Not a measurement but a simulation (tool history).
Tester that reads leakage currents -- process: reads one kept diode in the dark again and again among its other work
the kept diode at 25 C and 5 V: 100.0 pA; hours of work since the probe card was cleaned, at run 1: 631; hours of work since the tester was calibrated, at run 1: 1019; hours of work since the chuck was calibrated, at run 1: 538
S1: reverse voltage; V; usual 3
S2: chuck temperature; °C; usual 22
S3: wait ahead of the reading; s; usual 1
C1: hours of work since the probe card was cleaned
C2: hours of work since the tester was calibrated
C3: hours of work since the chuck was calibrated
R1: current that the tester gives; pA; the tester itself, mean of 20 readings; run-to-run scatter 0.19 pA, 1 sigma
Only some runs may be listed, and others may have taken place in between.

run 1 hour=0 | S1=3 S2=22 S3=1 | C1=631 C2=1019 C3=538 | R1=66.85
run 2 hour=136.2 | S1=3 S2=26 S3=1 | C1=723 C2=1112 C3=630 | R1=93.34
run 3 hour=238.2 | S1=3 S2=26 S3=1 | C1=793 C2=1181 C3=700 | R1=94.35
run 4 hour=355.6 | S1=3 S2=26 S3=1 | C1=873 C2=1261 C3=779 | R1=95.64
run 5 hour=418.9 | S1=3 S2=22 S3=1 | C1=916 C2=1304 C3=822 | R1=70.15
run 6 hour=502.3 | S1=3 S2=22 S3=1 | C1=972 C2=1360 C3=879 | R1=70.97
run 7 hour=616.6 | S1=3 S2=22 S3=1 | C1=1050 C2=1438 C3=957 | R1=72.31
-- hour=657 chuck's temperature calibrated
run 8 hour=712.1 | S1=3 S2=22 S3=2.1 | C1=1113 C2=1502 C3=37 | R1=60.78
run 9 hour=832.9 | S1=14.76 S2=22 S3=1 | C1=1196 C2=1584 C3=120 | R1=147.12
run 10 hour=938 | S1=14.76 S2=22 S3=1 | C1=1267 C2=1655 C3=191 | R1=149.8
run 11 hour=1027 | S1=14.76 S2=22 S3=1 | C1=1328 C2=1716 C3=252 | R1=151.35
run 12 hour=1132.8 | S1=14.76 S2=22 S3=1 | C1=1399 C2=1788 C3=323 | R1=153.53
run 13 hour=1219.9 | S1=15 S2=22 S3=1 | C1=1459 C2=1847 C3=383 | R1=157.26
run 14 hour=1321.9 | S1=1.15 S2=22 S3=1 | C1=1528 C2=1916 C3=452 | R1=39.62
run 15 hour=1449.4 | S1=3 S2=22 S3=1 | C1=1615 C2=2003 C3=539 | R1=67.45
run 16 hour=1589.8 | S1=12.92 S2=22 S3=1 | C1=1710 C2=2098 C3=634 | R1=151.53
run 17 hour=1713.6 | S1=3 S2=22 S3=1 | C1=1794 C2=2182 C3=718 | R1=69.82
run 18 hour=1793.7 | S1=3 S2=22 S3=1 | C1=1849 C2=2237 C3=773 | R1=70.69
run 19 hour=1911.5 | S1=3 S2=58 S3=1 | C1=1929 C2=2317 C3=853 | R1=962.21
run 20 hour=2047 | S1=3 S2=23 S3=0.77 | C1=2021 C2=2409 C3=945 | R1=78.78
-- hour=2100.1 chuck's temperature calibrated
run 21 hour=2166.8 | S1=3 S2=23 S3=0.77 | C1=2101 C2=2489 C3=45 | R1=66.89
run 22 hour=2247.6 | S1=2.56 S2=51 S3=2.05 | C1=2156 C2=2544 C3=100 | R1=493.08
-- hour=2259.8 tester calibrated
run 23 hour=2323.9 | S1=2.56 S2=39 S3=0.32 | C1=2206 C2=44 C3=151 | R1=218.91
run 24 hour=2427.3 | S1=2.27 S2=57 S3=0.62 | C1=2277 C2=114 C3=221 | R1=721.49
run 25 hour=2546.5 | S1=16.8 S2=22 S3=2.23 | C1=2358 C2=195 C3=302 | R1=165
run 26 hour=2685.6 | S1=6.43 S2=44 S3=0.87 | C1=2452 C2=289 C3=397 | R1=529.33
run 27 hour=2826.6 | S1=16.39 S2=30 S3=1 | C1=2548 C2=385 C3=493 | R1=317.11
run 28 hour=2963.5 | S1=16.39 S2=30 S3=1 | C1=2641 C2=478 C3=586 | R1=321.67
run 29 hour=3081.1 | S1=3 S2=35 S3=0.49 | C1=2721 C2=558 C3=665 | R1=192.55
run 30 hour=3195.5 | S1=9.85 S2=45 S3=1.34 | C1=2799 C2=636 C3=743 | R1=746.35
run 31 hour=3277 | S1=1.31 S2=22 S3=2.01 | C1=2854 C2=692 C3=799 | R1=46.01
-- hour=3383.9 probe card cleaned and baked
run 32 hour=3399.2 | S1=3 S2=44 S3=1.53 | C1=10 C2=773 C3=880 | R1=378.13
run 33 hour=3538.1 | S1=3.19 S2=21 S3=1 | C1=105 C2=867 C3=974 | R1=69.83
-- hour=3552.5 chuck's temperature calibrated
run 34 hour=3614.3 | S1=3.19 S2=21 S3=1 | C1=155 C2=917 C3=42 | R1=58.54
run 35 hour=3705.9 | S1=3.19 S2=21 S3=1 | C1=218 C2=980 C3=104 | R1=59.33
run 36 hour=3816.2 | S1=3.19 S2=21 S3=1 | C1=292 C2=1055 C3=179 | R1=59.81

Forecast each of these 4 alternatives for the next run:
run A hour=3943.9 | S1=3.19 S2=21 S3=1.32 | C1=379 C2=1141 C3=266 | R1=?
run B hour=3943.9 | S1=3 S2=41 S3=0.58 | C1=379 C2=1141 C3=266 | R1=?
run C hour=3943.9 | S1=3.19 S2=25 S3=2.12 | C1=379 C2=1141 C3=266 | R1=?
run D hour=3943.9 | S1=3.19 S2=21 S3=2.63 | C1=379 C2=1141 C3=266 | R1=?

run=A R1=60.39
run=B R1=274.64
run=C R1=83.35
run=D R1=59.96
With the hidden condition removed and each run's random variation left untouched, the same runs would have given:
run=A R1=57.76
run=B R1=264.84
run=C R1=79.86
run=D R1=57.33
